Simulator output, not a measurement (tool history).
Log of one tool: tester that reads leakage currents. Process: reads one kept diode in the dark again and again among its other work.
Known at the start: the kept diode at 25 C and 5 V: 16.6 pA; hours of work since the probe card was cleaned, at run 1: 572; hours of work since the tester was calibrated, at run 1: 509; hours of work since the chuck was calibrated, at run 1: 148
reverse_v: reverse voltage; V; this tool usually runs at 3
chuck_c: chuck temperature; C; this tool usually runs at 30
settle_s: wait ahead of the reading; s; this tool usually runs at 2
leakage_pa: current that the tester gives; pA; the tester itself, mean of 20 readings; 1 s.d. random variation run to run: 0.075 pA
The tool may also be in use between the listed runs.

| run | hour | reverse_v | chuck_c | settle_s | hours of work since the probe card was cleaned | hours of work since the tester was calibrated | hours of work since the chuck was calibrated | leakage_pa |
|---|---|---|---|---|---|---|---|---|
| 1 | 0 | 3 | 30 | 2 | 572 | 509 | 148 | 19.66 |
| 2 | 38.6 | 1.72 | 30 | 2 | 587 | 525 | 164 | 14.24 |
| 3 | 82.6 | 3 | 30 | 2 | 605 | 543 | 182 | 19.48 |
| 4 | 123 | 3 | 30 | 2 | 622 | 560 | 198 | 19.61 |
| 5 | 172.8 | 3 | 30 | 2 | 642 | 580 | 219 | 19.39 |
| 6 | 229 | 3 | 32 | 2 | 665 | 603 | 242 | 22.2 |
| 7 | 260.2 | 3 | 32 | 2 | 678 | 616 | 254 | 21.89 |
| 8 | 291.2 | 3 | 32 | 2 | 691 | 629 | 267 | 21.96 |
| 9 | 318.5 | 3 | 32 | 2 | 702 | 640 | 278 | 21.93 |
| 10 | 368.8 | 3 | 32 | 2 | 723 | 660 | 299 | 21.98 |
| 11 | 425.4 | 3 | 50 | 2 | 746 | 684 | 322 | 68.66 |
| 12 | 482.1 | 3 | 50 | 2 | 769 | 707 | 345 | 68.55 |
| 13 | 536.1 | 3 | 30 | 2 | 791 | 729 | 368 | 19.25 |
| 14 | 564.8 | 3 | 30 | 2 | 803 | 741 | 379 | 19.31 |
| 15 | 612 | 3 | 50 | 2 | 822 | 760 | 399 | 67.64 |
| 16 | 666.9 | 3 | 50 | 2 | 845 | 783 | 421 | 67.27 |
| 17 | 708.6 | 3 | 30 | 2 | 862 | 800 | 438 | 18.88 |
| 18 | 752.9 | 3 | 30 | 2 | 880 | 818 | 456 | 18.95 |
| 19 | 793 | 3 | 30 | 8.11 | 897 | 834 | 473 | 18.83 |
| 20 | 838.7 | 3 | 30 | 2 | 915 | 853 | 492 | 18.95 |
| 21 | 877.8 | 19.38 | 30 | 8.95 | 931 | 869 | 508 | 56.98 |
| 22 | 923.3 | 6.41 | 34 | 2 | 950 | 888 | 526 | 37.96 |

Run 23 has not been measured yet. What should we expect?
| 23 | 947.2 | 6.41 | 34 | 2 | 960 | 898 | 536 | ? |

Run 23 gave leakage_pa 37.6 pA.
On a tool with no hidden condition, and with the same random variation, this run would have come out at leakage_pa 36.92 pA.

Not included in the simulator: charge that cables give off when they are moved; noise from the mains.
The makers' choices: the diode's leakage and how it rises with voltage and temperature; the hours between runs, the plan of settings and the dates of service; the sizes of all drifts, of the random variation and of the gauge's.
